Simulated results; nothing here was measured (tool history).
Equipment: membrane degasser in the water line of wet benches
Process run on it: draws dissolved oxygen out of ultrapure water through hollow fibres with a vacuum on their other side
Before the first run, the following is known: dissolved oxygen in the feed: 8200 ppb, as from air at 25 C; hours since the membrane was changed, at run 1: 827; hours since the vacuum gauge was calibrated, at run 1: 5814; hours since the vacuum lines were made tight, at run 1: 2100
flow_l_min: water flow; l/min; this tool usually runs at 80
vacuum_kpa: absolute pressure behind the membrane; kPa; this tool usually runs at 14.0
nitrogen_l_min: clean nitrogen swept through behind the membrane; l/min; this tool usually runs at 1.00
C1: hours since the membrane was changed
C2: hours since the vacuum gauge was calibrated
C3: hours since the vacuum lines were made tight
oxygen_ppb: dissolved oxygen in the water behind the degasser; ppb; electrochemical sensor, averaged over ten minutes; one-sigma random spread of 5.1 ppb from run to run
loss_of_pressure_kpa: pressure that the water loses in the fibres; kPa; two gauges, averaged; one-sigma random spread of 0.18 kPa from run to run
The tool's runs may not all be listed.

{"run": 1, "hour": 0.0, "flow_l_min": 80, "vacuum_kpa": 14.0, "nitrogen_l_min": 1.0, "C1": 827, "C2": 5814, "C3": 2100, "oxygen_ppb": 1346.3, "loss_of_pressure_kpa": 31.27}
{"run": 2, "hour": 56.3, "flow_l_min": 80, "vacuum_kpa": 14.0, "nitrogen_l_min": 0.82, "C1": 884, "C2": 5871, "C3": 2156, "oxygen_ppb": 1511.1, "loss_of_pressure_kpa": 31.08}
{"run": 3, "hour": 112.6, "flow_l_min": 80, "vacuum_kpa": 14.0, "nitrogen_l_min": 0.82, "C1": 940, "C2": 5927, "C3": 2212, "oxygen_ppb": 1505.8, "loss_of_pressure_kpa": 31.29}
{"run": 4, "hour": 164.2, "flow_l_min": 80, "vacuum_kpa": 14.0, "nitrogen_l_min": 0.82, "C1": 992, "C2": 5979, "C3": 2264, "oxygen_ppb": 1502.7, "loss_of_pressure_kpa": 31.33}
{"run": 5, "hour": 187.9, "flow_l_min": 80, "vacuum_kpa": 14.0, "nitrogen_l_min": 1.0, "C1": 1015, "C2": 6002, "C3": 2288, "oxygen_ppb": 1336.9, "loss_of_pressure_kpa": 31.26}
{"run": 6, "hour": 216.5, "flow_l_min": 80, "vacuum_kpa": 10.3, "nitrogen_l_min": 1.0, "C1": 1044, "C2": 6031, "C3": 2316, "oxygen_ppb": 939.4, "loss_of_pressure_kpa": 31.29}
{"run": 7, "hour": 257.6, "flow_l_min": 80, "vacuum_kpa": 10.3, "nitrogen_l_min": 1.0, "C1": 1085, "C2": 6072, "C3": 2357, "oxygen_ppb": 940.5, "loss_of_pressure_kpa": 31.18}
{"run": 8, "hour": 283.8, "flow_l_min": 80, "vacuum_kpa": 14.0, "nitrogen_l_min": 0.8, "C1": 1111, "C2": 6098, "C3": 2384, "oxygen_ppb": 1524.6, "loss_of_pressure_kpa": 31.51}
{"run": 9, "hour": 316.4, "flow_l_min": 80, "vacuum_kpa": 11.4, "nitrogen_l_min": 1.0, "C1": 1144, "C2": 6131, "C3": 2416, "oxygen_ppb": 1060.0, "loss_of_pressure_kpa": 31.2}
{"run": 10, "hour": 354.6, "flow_l_min": 80, "vacuum_kpa": 11.4, "nitrogen_l_min": 1.0, "C1": 1182, "C2": 6169, "C3": 2454, "oxygen_ppb": 1055.9, "loss_of_pressure_kpa": 31.43}
{"run": 11, "hour": 393.7, "flow_l_min": 83, "vacuum_kpa": 14.0, "nitrogen_l_min": 1.0, "C1": 1221, "C2": 6208, "C3": 2494, "oxygen_ppb": 1368.1, "loss_of_pressure_kpa": 32.69}
{"run": 12, "hour": 421.9, "flow_l_min": 83, "vacuum_kpa": 14.0, "nitrogen_l_min": 1.0, "C1": 1249, "C2": 6236, "C3": 2522, "oxygen_ppb": 1374.0, "loss_of_pressure_kpa": 32.73}
{"run": 13, "hour": 453.1, "flow_l_min": 83, "vacuum_kpa": 14.0, "nitrogen_l_min": 1.0, "C1": 1281, "C2": 6268, "C3": 2553, "oxygen_ppb": 1369.5, "loss_of_pressure_kpa": 32.44}
{"run": 14, "hour": 483.8, "flow_l_min": 83, "vacuum_kpa": 14.0, "nitrogen_l_min": 1.0, "C1": 1311, "C2": 6298, "C3": 2584, "oxygen_ppb": 1360.4, "loss_of_pressure_kpa": 32.34}
{"run": 15, "hour": 510.2, "flow_l_min": 83, "vacuum_kpa": 12.2, "nitrogen_l_min": 1.0, "C1": 1338, "C2": 6325, "C3": 2610, "oxygen_ppb": 1178.0, "loss_of_pressure_kpa": 32.06}
{"run": 16, "hour": 560.8, "flow_l_min": 80, "vacuum_kpa": 14.0, "nitrogen_l_min": 0.69, "C1": 1388, "C2": 6375, "C3": 2661, "oxygen_ppb": 1617.0, "loss_of_pressure_kpa": 31.42}
{"run": 17, "hour": 594.6, "flow_l_min": 80, "vacuum_kpa": 8.9, "nitrogen_l_min": 1.0, "C1": 1422, "C2": 6409, "C3": 2694, "oxygen_ppb": 781.0, "loss_of_pressure_kpa": 31.44}
{"run": 18, "hour": 634.3, "flow_l_min": 80, "vacuum_kpa": 8.9, "nitrogen_l_min": 1.0, "C1": 1462, "C2": 6449, "C3": 2734, "oxygen_ppb": 780.1, "loss_of_pressure_kpa": 31.5}
{"run": 19, "hour": 684.5, "flow_l_min": 96, "vacuum_kpa": 16.7, "nitrogen_l_min": 1.97, "C1": 1512, "C2": 6499, "C3": 2784, "oxygen_ppb": 1221.5, "loss_of_pressure_kpa": 37.69}
{"run": 20, "hour": 708.1, "flow_l_min": 56, "vacuum_kpa": 13.2, "nitrogen_l_min": 0.5, "C1": 1535, "C2": 6523, "C3": 2808, "oxygen_ppb": 1445.3, "loss_of_pressure_kpa": 21.89}
{"run": 21, "hour": 748.5, "flow_l_min": 78, "vacuum_kpa": 14.0, "nitrogen_l_min": 0.7, "C1": 1576, "C2": 6563, "C3": 2848, "oxygen_ppb": 1585.7, "loss_of_pressure_kpa": 30.51}
{"run": 22, "hour": 784.1, "flow_l_min": 78, "vacuum_kpa": 14.0, "nitrogen_l_min": 1.04, "C1": 1612, "C2": 6599, "C3": 2884, "oxygen_ppb": 1275.2, "loss_of_pressure_kpa": 30.45}
{"run": 23, "hour": 827.8, "flow_l_min": 74, "vacuum_kpa": 18.4, "nitrogen_l_min": 0.54, "C1": 1655, "C2": 6642, "C3": 2928, "oxygen_ppb": 2291.8, "loss_of_pressure_kpa": 28.72}
{"run": 24, "hour": 873.7, "flow_l_min": 66, "vacuum_kpa": 15.6, "nitrogen_l_min": 1.0, "C1": 1701, "C2": 6688, "C3": 2973, "oxygen_ppb": 1279.8, "loss_of_pressure_kpa": 25.9}
{"run": 25, "hour": 898.1, "flow_l_min": 94, "vacuum_kpa": 14.0, "nitrogen_l_min": 0.54, "C1": 1725, "C2": 6713, "C3": 2998, "oxygen_ppb": 2001.2, "loss_of_pressure_kpa": 36.76}
{"run": 26, "hour": 954.3, "flow_l_min": 98, "vacuum_kpa": 19.7, "nitrogen_l_min": 0.54, "C1": 1782, "C2": 6769, "C3": 3054, "oxygen_ppb": 2816.2, "loss_of_pressure_kpa": 38.51}
{"hour": 1002.9, "done": "gauge calibrated"}
{"run": 27, "hour": 1005.2, "flow_l_min": 98, "vacuum_kpa": 19.7, "nitrogen_l_min": 0.54, "C1": 1833, "C2": 6820, "C3": 3105, "oxygen_ppb": 2880.7, "loss_of_pressure_kpa": 38.66}
{"run": 28, "hour": 1052.3, "flow_l_min": 90, "vacuum_kpa": 26.4, "nitrogen_l_min": 1.76, "C1": 1880, "C2": 6867, "C3": 3152, "oxygen_ppb": 1920.8, "loss_of_pressure_kpa": 35.42}
{"run": 29, "hour": 1088.9, "flow_l_min": 80, "vacuum_kpa": 19.3, "nitrogen_l_min": 1.0, "C1": 1916, "C2": 6903, "C3": 3189, "oxygen_ppb": 1860.3, "loss_of_pressure_kpa": 31.05}
{"run": 30, "hour": 1115.0, "flow_l_min": 49, "vacuum_kpa": 14.0, "nitrogen_l_min": 2.26, "C1": 1942, "C2": 6929, "C3": 3215, "oxygen_ppb": 500.5, "loss_of_pressure_kpa": 19.4}
{"run": 31, "hour": 1151.6, "flow_l_min": 49, "vacuum_kpa": 14.0, "nitrogen_l_min": 2.26, "C1": 1979, "C2": 6966, "C3": 3251, "oxygen_ppb": 499.2, "loss_of_pressure_kpa": 19.2}
{"run": 32, "hour": 1194.7, "flow_l_min": 49, "vacuum_kpa": 11.2, "nitrogen_l_min": 1.35, "C1": 2022, "C2": 7009, "C3": 3294, "oxygen_ppb": 571.9, "loss_of_pressure_kpa": 19.1}

Alternative continuations, all from the tool just after run 32; predict every row:
{"run": "A", "hour": 1234.0, "flow_l_min": 56, "vacuum_kpa": 10.3, "nitrogen_l_min": 1.54, "C1": 2061, "C2": 7049, "C3": 3334, "oxygen_ppb": "?", "loss_of_pressure_kpa": "?"}
{"run": "B", "hour": 1234.0, "flow_l_min": 80, "vacuum_kpa": 29.9, "nitrogen_l_min": 1.0, "C1": 2061, "C2": 7049, "C3": 3334, "oxygen_ppb": "?", "loss_of_pressure_kpa": "?"}
{"run": "C", "hour": 1234.0, "flow_l_min": 51, "vacuum_kpa": 14.0, "nitrogen_l_min": 1.0, "C1": 2061, "C2": 7049, "C3": 3334, "oxygen_ppb": "?", "loss_of_pressure_kpa": "?"}

run=A oxygen_ppb=522.0 loss_of_pressure_kpa=21.75
run=B oxygen_ppb=2715.7 loss_of_pressure_kpa=31.44
run=C oxygen_ppb=959.9 loss_of_pressure_kpa=20.06
What these runs would have given with no unlogged condition in the tool:
run=A oxygen_ppb=524.8 loss_of_pressure_kpa=21.74
run=B oxygen_ppb=2732.4 loss_of_pressure_kpa=31.43
run=C oxygen_ppb=965.3 loss_of_pressure_kpa=20.05
